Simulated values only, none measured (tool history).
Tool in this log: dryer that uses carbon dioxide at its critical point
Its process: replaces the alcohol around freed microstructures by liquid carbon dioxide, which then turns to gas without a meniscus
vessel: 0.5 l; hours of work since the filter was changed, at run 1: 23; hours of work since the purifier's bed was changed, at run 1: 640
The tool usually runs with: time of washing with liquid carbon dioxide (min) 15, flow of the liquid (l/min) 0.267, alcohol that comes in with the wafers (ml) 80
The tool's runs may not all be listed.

run,hour,time of washing with liquid carbon dioxide (min),flow of the liquid (l/min),alcohol that comes in with the wafers (ml),hours of work since the filter was changed,hours of work since the purifier's bed was changed,alcohol left in the vessel before it's heated (ppm by volume)
1,0.0,15,0.267,80,23,640,321
2,29.5,15,0.267,80,45,663,342
3,77.6,15,0.267,80,82,700,366
4,145.7,15,0.267,80,135,752,390
5,203.7,15,0.267,20,180,797,119
6,251.2,15,0.267,20,216,834,120
7,298.2,15,0.267,20,253,870,137
8,338.1,13,0.267,20,283,901,285
9,384.0,13,0.250,20,319,936,400
10,446.2,13,0.250,20,367,984,422
11,483.2,13,0.267,80,395,1013,1185
12,536.8,13,0.267,80,436,1054,1252
13,574.8,15,0.267,80,466,1083,647
# hour 587.6: inlet filter changed
14,609.9,15,0.267,80,17,1109,356
15,640.8,15,0.358,80,41,1133,74
16,670.8,15,0.358,80,64,1156,77
17,705.7,15,0.358,80,91,1183,72
18,751.4,15,0.439,82,126,1219,49
19,784.4,19,0.244,80,152,1244,185
20,829.8,17,0.267,80,187,1279,210
21,877.2,17,0.267,80,223,1315,238
22,916.6,17,0.374,71,254,1346,46
23,950.2,17,0.374,71,279,1372,59
24,1009.1,14,0.238,80,325,1417,1362
# hour 1033.0: purifier's bed changed
25,1066.5,14,0.327,27,367,26,83
26,1125.6,14,0.327,27,412,71,87
27,1175.7,14,0.327,27,451,110,94
# hour 1207.5: inlet filter changed
28,1227.0,21,0.199,40,15,149,131
29,1289.5,18,0.188,80,63,197,928
30,1337.9,10,0.183,80,100,234,10265
31,1378.7,10,0.183,80,132,266,10250
32,1429.5,15,0.212,26,171,305,455
33,1490.4,15,0.212,26,218,352,479

Forecast each of these 3 alternatives for the next run:
A,1521.6,15,0.267,25,242,376,?
B,1521.6,11,0.194,74,242,376,?
C,1521.6,10,0.298,108,242,376,?

run,alcohol left in the vessel before it's heated (ppm by volume)
A,153
B,6491
C,2700
Without the tool's unlogged condition, the same runs would have read:
run,alcohol left in the vessel before it's heated (ppm by volume)
A,99
B,5253
C,2000

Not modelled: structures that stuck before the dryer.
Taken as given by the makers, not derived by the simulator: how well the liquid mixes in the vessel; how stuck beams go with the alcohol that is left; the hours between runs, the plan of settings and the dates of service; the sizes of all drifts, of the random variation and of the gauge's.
